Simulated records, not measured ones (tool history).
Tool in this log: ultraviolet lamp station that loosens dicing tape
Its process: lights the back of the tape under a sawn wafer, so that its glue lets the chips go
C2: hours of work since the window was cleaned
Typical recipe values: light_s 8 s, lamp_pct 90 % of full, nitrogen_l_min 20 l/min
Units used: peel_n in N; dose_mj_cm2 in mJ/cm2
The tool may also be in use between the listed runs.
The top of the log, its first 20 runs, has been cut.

Run 21, hour 235.7: usual settings but light_s 13 s; hours of work of the lamp 124; C2 190. Result: peel_n 0.068 N, dose_mj_cm2 966 mJ/cm2.
Run 22, hour 248.9: usual settings but light_s 13 s; hours of work of the lamp 130; C2 196. Result: peel_n 0.07 N, dose_mj_cm2 977 mJ/cm2.
Run 23, hour 264.2: usual settings but light_s 6 s, nitrogen_l_min 28 l/min; hours of work of the lamp 137; C2 203. Result: peel_n 0.155 N, dose_mj_cm2 447 mJ/cm2.
Run 24, hour 274.3: usual settings but light_s 12 s, lamp_pct 78 % of full, nitrogen_l_min 15 l/min; hours of work of the lamp 141; C2 208. Result: peel_n 0.087 N, dose_mj_cm2 781 mJ/cm2.
Run 25, hour 283.7: usual settings but light_s 12 s, lamp_pct 78 % of full, nitrogen_l_min 15 l/min; hours of work of the lamp 146; C2 212. Result: peel_n 0.086 N, dose_mj_cm2 775 mJ/cm2.
Run 26, hour 291.5: usual settings but light_s 12 s, lamp_pct 78 % of full, nitrogen_l_min 15 l/min; hours of work of the lamp 149; C2 216. Result: peel_n 0.084 N, dose_mj_cm2 776 mJ/cm2.
Run 27, hour 304.5: usual settings but lamp_pct 75 % of full; hours of work of the lamp 155; C2 222. Result: peel_n 0.137 N, dose_mj_cm2 500 mJ/cm2.
Run 28, hour 321.1: usual settings but lamp_pct 75 % of full; hours of work of the lamp 163; C2 229. Result: peel_n 0.139 N, dose_mj_cm2 492 mJ/cm2.
Run 29, hour 331.4: usual settings but lamp_pct 92 % of full; hours of work of the lamp 168; C2 234. Result: peel_n 0.105 N, dose_mj_cm2 607 mJ/cm2.
Run 30, hour 346.2: usual settings but lamp_pct 92 % of full; hours of work of the lamp 174; C2 241. Result: peel_n 0.108 N, dose_mj_cm2 613 mJ/cm2.
Run 31, hour 357: usual settings but light_s 12 s, lamp_pct 91 % of full; hours of work of the lamp 179; C2 246. Result: peel_n 0.067 N, dose_mj_cm2 914 mJ/cm2.
Run 32, hour 370.3: usual settings but light_s 5 s, lamp_pct 79 % of full, nitrogen_l_min 8 l/min; hours of work of the lamp 185; C2 252. Result: peel_n 0.568 N, dose_mj_cm2 329 mJ/cm2.
Run 33, hour 380.7: usual settings but nitrogen_l_min 32 l/min; hours of work of the lamp 190; C2 257. Result: peel_n 0.084 N, dose_mj_cm2 601 mJ/cm2.
At hour 390.4: window cleaned of glue's vapour.
Run 34, hour 390.9: usual settings but light_s 6 s, lamp_pct 82 % of full; hours of work of the lamp 195; C2 0. Result: peel_n 0.21 N, dose_mj_cm2 406 mJ/cm2.
Run 35, hour 408.6: usual settings but light_s 10 s, lamp_pct 63 % of full, nitrogen_l_min 12 l/min; hours of work of the lamp 203; C2 8. Result: peel_n 0.185 N, dose_mj_cm2 520 mJ/cm2.
Run 36, hour 416.4: usual settings but light_s 10 s, lamp_pct 63 % of full, nitrogen_l_min 12 l/min; hours of work of the lamp 206; C2 12. Result: peel_n 0.184 N, dose_mj_cm2 521 mJ/cm2.
Run 37, hour 428.9: usual settings but light_s 10 s, lamp_pct 63 % of full, nitrogen_l_min 12 l/min; hours of work of the lamp 212; C2 18. Result: peel_n 0.178 N, dose_mj_cm2 519 mJ/cm2.
Run 38, hour 437.5: usual settings but light_s 10 s, lamp_pct 63 % of full, nitrogen_l_min 12 l/min; hours of work of the lamp 216; C2 22. Result: peel_n 0.168 N, dose_mj_cm2 524 mJ/cm2.
Run 39, hour 448.5: usual settings but light_s 14 s, lamp_pct 83 % of full, nitrogen_l_min 12 l/min; hours of work of the lamp 221; C2 27. Result: peel_n 0.071 N, dose_mj_cm2 965 mJ/cm2.
Run 40, hour 464.6: usual settings but nitrogen_l_min 10 l/min; hours of work of the lamp 229; C2 34. Result: peel_n 0.144 N, dose_mj_cm2 602 mJ/cm2.
Run 41, hour 477.3: usual settings but light_s 7 s, lamp_pct 86 % of full, nitrogen_l_min 15 l/min; hours of work of the lamp 234; C2 40. Result: peel_n 0.167 N, dose_mj_cm2 499 mJ/cm2.
Run 42, hour 487.1: usual settings but light_s 13 s, nitrogen_l_min 7 l/min; hours of work of the lamp 239; C2 44. Result: peel_n 0.084 N, dose_mj_cm2 975 mJ/cm2.
Run 43, hour 500: usual settings but light_s 13 s, nitrogen_l_min 7 l/min; hours of work of the lamp 245; C2 50. Result: peel_n 0.086 N, dose_mj_cm2 972 mJ/cm2.
Run 44, hour 509.4: usual settings but light_s 6 s, lamp_pct 68 % of full, nitrogen_l_min 14 l/min; hours of work of the lamp 249; C2 55. Result: peel_n 0.39 N, dose_mj_cm2 342 mJ/cm2.

What if the next run were any one of these 3? Each begins from the tool's condition after run 44:
Run A, hour 520.5: usual settings but light_s 11 s, nitrogen_l_min 37 l/min; hours of work of the lamp 254; C2 60. Result: peel_n ?, dose_mj_cm2 ?.
Run B, hour 520.5: usual settings but light_s 14 s, lamp_pct 61 % of full, nitrogen_l_min 28 l/min; hours of work of the lamp 254; C2 60. Result: peel_n ?, dose_mj_cm2 ?.
Run C, hour 520.5: usual settings but light_s 6 s, lamp_pct 68 % of full, nitrogen_l_min 18 l/min; hours of work of the lamp 254; C2 60. Result: peel_n ?, dose_mj_cm2 ?.

run  peel_n  dose_mj_cm2
  A   0.064          819
  B   0.086          715
  C   0.341          338
Take away the tool's hidden state, keep each run's random variation, and the runs would have read:
run  peel_n  dose_mj_cm2
  A   0.064          819
  B   0.086          715
  C   0.341          338
